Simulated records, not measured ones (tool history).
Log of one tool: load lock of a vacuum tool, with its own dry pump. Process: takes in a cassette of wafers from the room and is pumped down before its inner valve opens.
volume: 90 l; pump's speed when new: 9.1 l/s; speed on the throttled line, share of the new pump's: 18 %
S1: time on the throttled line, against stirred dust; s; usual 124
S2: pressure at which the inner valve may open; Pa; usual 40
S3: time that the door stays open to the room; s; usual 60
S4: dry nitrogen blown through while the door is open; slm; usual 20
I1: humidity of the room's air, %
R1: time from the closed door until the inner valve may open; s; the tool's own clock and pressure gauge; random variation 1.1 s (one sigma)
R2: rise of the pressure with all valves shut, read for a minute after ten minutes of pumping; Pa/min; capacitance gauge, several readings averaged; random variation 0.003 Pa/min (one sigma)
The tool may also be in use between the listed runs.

Run 1, hour 0: usual settings; I1 45.6. Result: R1 187 s, R2 0.119 Pa/min.
Run 2, hour 533: usual settings but S4 10 slm; I1 42.9. Result: R1 188.8 s, R2 0.138 Pa/min.
Run 3, hour 907.3: usual settings but S3 129 s, S4 10 slm; I1 44.3. Result: R1 190.3 s, R2 0.159 Pa/min.
Run 4, hour 1233.1: usual settings but S3 129 s, S4 10 slm; I1 44.6. Result: R1 188.4 s, R2 0.165 Pa/min.
Run 5, hour 1535.5: usual settings but S3 129 s, S4 10 slm; I1 47.1. Result: R1 191.1 s, R2 0.171 Pa/min.
Run 6, hour 2213.3: usual settings but S3 116 s, S4 10 slm; I1 46.5. Result: R1 189.1 s, R2 0.19 Pa/min.
Run 7, hour 2805.2: usual settings but S1 151 s, S3 116 s, S4 10 slm; I1 45.6. Result: R1 210.2 s, R2 0.201 Pa/min.
Run 8, hour 3427.7: usual settings but S1 151 s, S3 116 s, S4 10 slm; I1 45.6. Result: R1 212.5 s, R2 0.221 Pa/min.
Run 9, hour 3764.5: usual settings but S1 106 s; I1 44.5. Result: R1 176.6 s, R2 0.21 Pa/min.
Run 10, hour 4398.1: usual settings but S1 106 s, S4 12 slm; I1 48.1. Result: R1 177.5 s, R2 0.233 Pa/min.
At hour 4703.2: dry pump taken out, an overhauled one fitted.
Run 11, hour 4806.9: usual settings but S4 6 slm; I1 45.3. Result: R1 179.2 s, R2 0.259 Pa/min.
Run 12, hour 5127.9: usual settings but S4 37 slm; I1 46.7. Result: R1 179.8 s, R2 0.235 Pa/min.
Run 13, hour 5711: usual settings but S4 37 slm; I1 44.6. Result: R1 182.1 s, R2 0.267 Pa/min.
Run 14, hour 6041.3: usual settings; I1 43.5. Result: R1 181 s, R2 0.29 Pa/min.
Run 15, hour 6711.7: usual settings; I1 44.2. Result: R1 181.7 s, R2 0.311 Pa/min.
At hour 7097.8: door's seal changed, seat wiped.
Run 16, hour 7348.1: usual settings; I1 43.7. Result: R1 182.3 s, R2 0.016 Pa/min.
Run 17, hour 7636.1: usual settings; I1 43.3. Result: R1 182.8 s, R2 0.023 Pa/min.
Run 18, hour 8231.7: usual settings but S4 15 slm; I1 43.5. Result: R1 181.5 s, R2 0.035 Pa/min.
Run 19, hour 8590.1: usual settings; I1 45. Result: R1 184.4 s, R2 0.034 Pa/min.
Run 20, hour 9205.1: usual settings; I1 42.2. Result: R1 184 s, R2 0.036 Pa/min.
Run 21, hour 9723.3: usual settings but S1 84 s, S2 70 Pa, S3 232 s, S4 10 slm; I1 46.6. Result: R1 144.8 s, R2 0.073 Pa/min.
Run 22, hour 10111: usual settings but S1 88 s, S2 52 Pa, S3 78 s, S4 4 slm; I1 40.9. Result: R1 151.1 s, R2 0.073 Pa/min.
Run 23, hour 10694.6: usual settings but S2 53 Pa, S4 10 slm; I1 44.8. Result: R1 183.3 s, R2 0.067 Pa/min.
Run 24, hour 11332.1: usual settings but S1 159 s, S3 40 s, S4 6 slm; I1 44.3. Result: R1 212.6 s, R2 0.08 Pa/min.
Run 25, hour 11817.6: usual settings but S1 159 s, S2 31 Pa, S3 40 s, S4 27 slm; I1 43.6. Result: R1 215.1 s, R2 0.076 Pa/min.
Run 26, hour 12139.2: usual settings but S2 62 Pa, S4 16 slm; I1 44.7. Result: R1 179.5 s, R2 0.088 Pa/min.
Run 27, hour 12446.8: usual settings but S2 72 Pa, S3 39 s, S4 12 slm; I1 46.1. Result: R1 179.9 s, R2 0.093 Pa/min.
Run 28, hour 12909.9: usual settings but S1 126 s, S2 35 Pa, S3 204 s, S4 41 slm; I1 47.2. Result: R1 189.1 s, R2 0.101 Pa/min.
Run 29, hour 13429.7: usual settings but S4 6 slm; I1 44. Result: R1 185.1 s, R2 0.129 Pa/min.
Run 30, hour 13855.1: usual settings but S2 50 Pa, S4 6 slm; I1 41.3. Result: R1 184.2 s, R2 0.132 Pa/min.
Run 31, hour 14152.7: usual settings but S2 50 Pa, S4 6 slm; I1 48.6. Result: R1 180.3 s, R2 0.148 Pa/min.
Run 32, hour 14790.9: usual settings but S1 89 s; I1 45.9. Result: R1 158.3 s, R2 0.143 Pa/min.
Run 33, hour 15400.6: usual settings but S1 89 s; I1 47.8. Result: R1 158.6 s, R2 0.16 Pa/min.
Run 34, hour 15740.9: usual settings but S1 89 s; I1 45.8. Result: R1 160.3 s, R2 0.168 Pa/min.
Run 35, hour 16044: usual settings but S1 89 s; I1 46.5. Result: R1 158.9 s, R2 0.176 Pa/min.
Run 36, hour 16416.1: usual settings but S1 89 s; I1 46.2. Result: R1 158.6 s, R2 0.184 Pa/min.
Run 37, hour 16940.2: usual settings but S3 36 s; I1 44.9. Result: R1 188.9 s, R2 0.203 Pa/min.
Run 38, hour 17230: usual settings but S3 36 s; I1 44.6. Result: R1 188.3 s, R2 0.213 Pa/min.

Forecast each of these 3 alternatives for the next run:
Run A, hour 17782.8: usual settings but S3 218 s, S4 22 slm; I1 46.4. Result: R1 ?, R2 ?.
Run B, hour 17782.8: usual settings but S1 109 s, S4 5 slm; I1 43.1. Result: R1 ?, R2 ?.
Run C, hour 17782.8: usual settings but S2 54 Pa, S4 10 slm; I1 44.7. Result: R1 ?, R2 ?.

run     R1     R2
  A  187.7  0.236
  B  177.6  0.247
  C  185.9  0.243
Without the tool's hidden state the same runs would have given:
run     R1     R2
  A  177.8  0.028
  B  167.2  0.039
  C  176.5   0.03

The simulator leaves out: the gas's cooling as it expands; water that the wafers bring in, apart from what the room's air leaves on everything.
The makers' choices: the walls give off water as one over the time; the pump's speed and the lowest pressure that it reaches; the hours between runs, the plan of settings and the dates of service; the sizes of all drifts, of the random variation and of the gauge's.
